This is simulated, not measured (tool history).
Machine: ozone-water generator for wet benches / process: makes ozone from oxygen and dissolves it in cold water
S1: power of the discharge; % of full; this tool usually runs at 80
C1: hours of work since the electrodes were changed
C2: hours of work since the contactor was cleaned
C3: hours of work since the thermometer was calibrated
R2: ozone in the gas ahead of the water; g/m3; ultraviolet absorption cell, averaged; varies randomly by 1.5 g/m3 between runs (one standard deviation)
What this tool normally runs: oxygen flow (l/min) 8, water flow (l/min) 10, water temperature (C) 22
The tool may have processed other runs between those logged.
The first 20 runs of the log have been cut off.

{"run": 21, "hour": 1323.6, "S1": 51, "oxygen flow (l/min)": 12.58, "water flow (l/min)": 7, "water temperature (C)": 28, "C1": 4790, "C2": 3119, "C3": 1731, "dissolved ozone (ppm)": 20.3, "R2": 152.4}
{"run": 22, "hour": 1409.3, "S1": 51, "oxygen flow (l/min)": 12.58, "water flow (l/min)": 7, "water temperature (C)": 28, "C1": 4867, "C2": 3196, "C3": 1808, "dissolved ozone (ppm)": 20, "R2": 153.7}
{"run": 23, "hour": 1512.0, "S1": 52, "oxygen flow (l/min)": 5.95, "water flow (l/min)": 10, "water temperature (C)": 24, "C1": 4959, "C2": 3289, "C3": 1900, "dissolved ozone (ppm)": 21.4, "R2": 202.8}
{"run": 24, "hour": 1586.8, "S1": 58, "oxygen flow (l/min)": 5.95, "water flow (l/min)": 10, "water temperature (C)": 17, "C1": 5027, "C2": 3356, "C3": 1967, "dissolved ozone (ppm)": 26.9, "R2": 220.1}
{"run": 25, "hour": 1692.6, "S1": 58, "oxygen flow (l/min)": 5.95, "water flow (l/min)": 10, "water temperature (C)": 17, "C1": 5122, "C2": 3451, "C3": 2062, "dissolved ozone (ppm)": 27, "R2": 219.5}
{"run": 26, "hour": 1798.8, "S1": 80, "oxygen flow (l/min)": 4.43, "water flow (l/min)": 10, "water temperature (C)": 22, "C1": 5217, "C2": 3547, "C3": 2158, "dissolved ozone (ppm)": 31.1, "R2": 309}
{"run": 27, "hour": 1883.1, "S1": 80, "oxygen flow (l/min)": 12.56, "water flow (l/min)": 10, "water temperature (C)": 22, "C1": 5293, "C2": 3622, "C3": 2234, "dissolved ozone (ppm)": 28.1, "R2": 213.6}
{"run": 28, "hour": 1955.4, "S1": 40, "oxygen flow (l/min)": 7.27, "water flow (l/min)": 8, "water temperature (C)": 14, "C1": 5358, "C2": 3687, "C3": 2299, "dissolved ozone (ppm)": 24.4, "R2": 153.8}
{"run": 29, "hour": 2047.9, "S1": 40, "oxygen flow (l/min)": 6.33, "water flow (l/min)": 8, "water temperature (C)": 14, "C1": 5441, "C2": 3771, "C3": 2382, "dissolved ozone (ppm)": 25, "R2": 159.6}
{"run": 30, "hour": 2122.5, "S1": 72, "oxygen flow (l/min)": 4.91, "water flow (l/min)": 12, "water temperature (C)": 26, "C1": 5508, "C2": 3838, "C3": 2449, "dissolved ozone (ppm)": 22.7, "R2": 275}
{"run": 31, "hour": 2188.5, "S1": 72, "oxygen flow (l/min)": 4.91, "water flow (l/min)": 12, "water temperature (C)": 26, "C1": 5568, "C2": 3897, "C3": 2508, "dissolved ozone (ppm)": 22.7, "R2": 273.3}
{"hour": 2256.4, "done": "water thermometer calibrated"}
{"run": 32, "hour": 2276.4, "S1": 80, "oxygen flow (l/min)": 8, "water flow (l/min)": 9, "water temperature (C)": 22, "C1": 5646, "C2": 3976, "C3": 18, "dissolved ozone (ppm)": 32.1, "R2": 250}

Predict each of these 4 candidate next runs independently; none follows another, all start after run 32:
{"run": "A", "hour": 2319.6, "S1": 70, "oxygen flow (l/min)": 8, "water flow (l/min)": 9, "water temperature (C)": 17, "C1": 5685, "C2": 4014, "C3": 57, "dissolved ozone (ppm)": "?", "R2": "?"}
{"run": "B", "hour": 2319.6, "S1": 80, "oxygen flow (l/min)": 5.84, "water flow (l/min)": 7, "water temperature (C)": 17, "C1": 5685, "C2": 4014, "C3": 57, "dissolved ozone (ppm)": "?", "R2": "?"}
{"run": "C", "hour": 2319.6, "S1": 75, "oxygen flow (l/min)": 8, "water flow (l/min)": 10, "water temperature (C)": 22, "C1": 5685, "C2": 4014, "C3": 57, "dissolved ozone (ppm)": "?", "R2": "?"}
{"run": "D", "hour": 2319.6, "S1": 80, "oxygen flow (l/min)": 8, "water flow (l/min)": 13, "water temperature (C)": 22, "C1": 5685, "C2": 4014, "C3": 57, "dissolved ozone (ppm)": "?", "R2": "?"}

run=A dissolved_ozone_(ppm)=32.1 R2=227.3
run=B dissolved_ozone_(ppm)=42.8 R2=279.5
run=C dissolved_ozone_(ppm)=28.4 R2=236.4
run=D dissolved_ozone_(ppm)=25.6 R2=248.7
With the hidden condition removed and each run's random variation left untouched, the same runs would have given:
run=A dissolved_ozone_(ppm)=36.9 R2=250.2
run=B dissolved_ozone_(ppm)=49.4 R2=310.7
run=C dissolved_ozone_(ppm)=32.8 R2=261.5
run=D dissolved_ozone_(ppm)=29.8 R2=276.5
